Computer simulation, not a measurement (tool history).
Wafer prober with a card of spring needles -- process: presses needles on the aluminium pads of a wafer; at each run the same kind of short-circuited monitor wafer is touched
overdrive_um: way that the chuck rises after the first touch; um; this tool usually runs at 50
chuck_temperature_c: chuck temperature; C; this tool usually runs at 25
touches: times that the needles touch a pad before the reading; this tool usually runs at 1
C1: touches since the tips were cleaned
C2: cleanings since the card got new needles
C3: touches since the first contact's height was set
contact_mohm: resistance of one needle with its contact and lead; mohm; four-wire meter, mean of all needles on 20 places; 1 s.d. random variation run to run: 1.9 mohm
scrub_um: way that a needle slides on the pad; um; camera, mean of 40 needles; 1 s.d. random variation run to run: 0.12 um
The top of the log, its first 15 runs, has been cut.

{"hour": 249.8, "done": "tips cleaned on abrasive film"}
{"hour": 262.4, "done": "tips cleaned on abrasive film"}
{"run": 16, "hour": 262.4, "overdrive_um": 50, "chuck_temperature_c": 112, "touches": 1, "C1": 0, "C2": 25, "C3": 94603, "contact_mohm": 221, "scrub_um": 9.49}
{"hour": 265.0, "done": "height of the first contact set anew"}
{"hour": 276.7, "done": "tips cleaned on abrasive film"}
{"run": 17, "hour": 284.7, "overdrive_um": 50, "chuck_temperature_c": 25, "touches": 2, "C1": 2305, "C2": 26, "C3": 5609, "contact_mohm": 234, "scrub_um": 9.25}
{"hour": 289.8, "done": "tips cleaned on abrasive film"}
{"run": 18, "hour": 296.3, "overdrive_um": 50, "chuck_temperature_c": 27, "touches": 2, "C1": 1854, "C2": 27, "C3": 8891, "contact_mohm": 227, "scrub_um": 9.23}
{"hour": 303.3, "done": "tips cleaned on abrasive film"}
{"hour": 316.4, "done": "tips cleaned on abrasive film"}
{"run": 19, "hour": 318.2, "overdrive_um": 49, "chuck_temperature_c": 68, "touches": 2, "C1": 523, "C2": 29, "C3": 15137, "contact_mohm": 223, "scrub_um": 8.86}
{"hour": 329.3, "done": "tips cleaned on abrasive film"}
{"run": 20, "hour": 331.1, "overdrive_um": 49, "chuck_temperature_c": 68, "touches": 2, "C1": 519, "C2": 30, "C3": 18788, "contact_mohm": 223, "scrub_um": 8.8}
{"hour": 342.2, "done": "tips cleaned on abrasive film"}
{"run": 21, "hour": 352.2, "overdrive_um": 30, "chuck_temperature_c": 108, "touches": 2, "C1": 2868, "C2": 31, "C3": 24813, "contact_mohm": 327, "scrub_um": 5.22}
{"hour": 356.0, "done": "height of the first contact set anew, once more"}
{"hour": 356.1, "done": "tips cleaned on abrasive film"}
{"run": 22, "hour": 363.2, "overdrive_um": 51, "chuck_temperature_c": 87, "touches": 1, "C1": 2041, "C2": 32, "C3": 2041, "contact_mohm": 254, "scrub_um": 9.99}
{"hour": 368.8, "done": "tips cleaned on abrasive film"}
{"hour": 382.2, "done": "tips cleaned on abrasive film"}
{"run": 23, "hour": 382.2, "overdrive_um": 50, "chuck_temperature_c": 29, "touches": 1, "C1": 0, "C2": 34, "C3": 7429, "contact_mohm": 206, "scrub_um": 9.79}
{"hour": 395.0, "done": "tips cleaned on abrasive film"}
{"run": 24, "hour": 395.0, "overdrive_um": 50, "chuck_temperature_c": 29, "touches": 1, "C1": 0, "C2": 35, "C3": 11074, "contact_mohm": 204, "scrub_um": 9.83}
{"hour": 407.5, "done": "tips cleaned on abrasive film"}
{"run": 25, "hour": 408.6, "overdrive_um": 48, "chuck_temperature_c": 25, "touches": 1, "C1": 324, "C2": 36, "C3": 14948, "contact_mohm": 214, "scrub_um": 9.45}
{"run": 26, "hour": 419.7, "overdrive_um": 47, "chuck_temperature_c": 25, "touches": 1, "C1": 3516, "C2": 36, "C3": 18140, "contact_mohm": 275, "scrub_um": 9.27}
{"hour": 421.3, "done": "tips cleaned on abrasive film"}
{"hour": 433.9, "done": "tips cleaned on abrasive film"}
{"run": 27, "hour": 439.1, "overdrive_um": 42, "chuck_temperature_c": 30, "touches": 1, "C1": 1495, "C2": 38, "C3": 23628, "contact_mohm": 255, "scrub_um": 8.16}
{"hour": 446.6, "done": "tips cleaned on abrasive film"}
{"run": 28, "hour": 456.4, "overdrive_um": 50, "chuck_temperature_c": 31, "touches": 1, "C1": 2802, "C2": 39, "C3": 28556, "contact_mohm": 257, "scrub_um": 9.75}
{"hour": 459.0, "done": "tips cleaned on abrasive film"}
{"hour": 471.5, "done": "tips cleaned on abrasive film"}
{"run": 29, "hour": 479.1, "overdrive_um": 50, "chuck_temperature_c": 118, "touches": 1, "C1": 2180, "C2": 41, "C3": 35024, "contact_mohm": 268, "scrub_um": 9.59}
{"hour": 485.8, "done": "tips cleaned on abrasive film"}
{"hour": 499.6, "done": "tips cleaned on abrasive film"}
{"run": 30, "hour": 502.1, "overdrive_um": 50, "chuck_temperature_c": 118, "touches": 1, "C1": 708, "C2": 43, "C3": 41548, "contact_mohm": 239, "scrub_um": 9.48}
{"hour": 513.5, "done": "tips cleaned on abrasive film"}
{"run": 31, "hour": 520.4, "overdrive_um": 50, "chuck_temperature_c": 118, "touches": 1, "C1": 1959, "C2": 44, "C3": 46763, "contact_mohm": 269, "scrub_um": 9.69}
{"hour": 526.8, "done": "tips cleaned on abrasive film"}
{"hour": 541.3, "done": "tips cleaned on abrasive film"}
{"run": 32, "hour": 545.0, "overdrive_um": 50, "chuck_temperature_c": 118, "touches": 1, "C1": 1060, "C2": 46, "C3": 53773, "contact_mohm": 243, "scrub_um": 9.57}

Forecast each of these 4 alternatives for the next run:
{"hour": 554.5, "done": "tips cleaned on abrasive film"}
{"run": "A", "hour": 557.6, "overdrive_um": 55, "chuck_temperature_c": 55, "touches": 2, "C1": 890, "C2": 47, "C3": 57362, "contact_mohm": "?", "scrub_um": "?"}
{"hour": 554.5, "done": "tips cleaned on abrasive film"}
{"run": "B", "hour": 557.6, "overdrive_um": 30, "chuck_temperature_c": 75, "touches": 1, "C1": 890, "C2": 47, "C3": 57362, "contact_mohm": "?", "scrub_um": "?"}
{"hour": 554.5, "done": "tips cleaned on abrasive film"}
{"run": "C", "hour": 557.6, "overdrive_um": 54, "chuck_temperature_c": 118, "touches": 1, "C1": 890, "C2": 47, "C3": 57362, "contact_mohm": "?", "scrub_um": "?"}
{"hour": 554.5, "done": "tips cleaned on abrasive film"}
{"run": "D", "hour": 557.6, "overdrive_um": 44, "chuck_temperature_c": 67, "touches": 1, "C1": 890, "C2": 47, "C3": 57362, "contact_mohm": "?", "scrub_um": "?"}

run=A contact_mohm=220 scrub_um=10.49
run=B contact_mohm=303 scrub_um=5.49
run=C contact_mohm=241 scrub_um=10.40
run=D contact_mohm=253 scrub_um=8.42
With the hidden condition removed and each run's random variation left untouched, the same runs would have given:
run=A contact_mohm=203 scrub_um=10.78
run=B contact_mohm=220 scrub_um=5.77
run=C contact_mohm=215 scrub_um=10.69
run=D contact_mohm=212 scrub_um=8.71
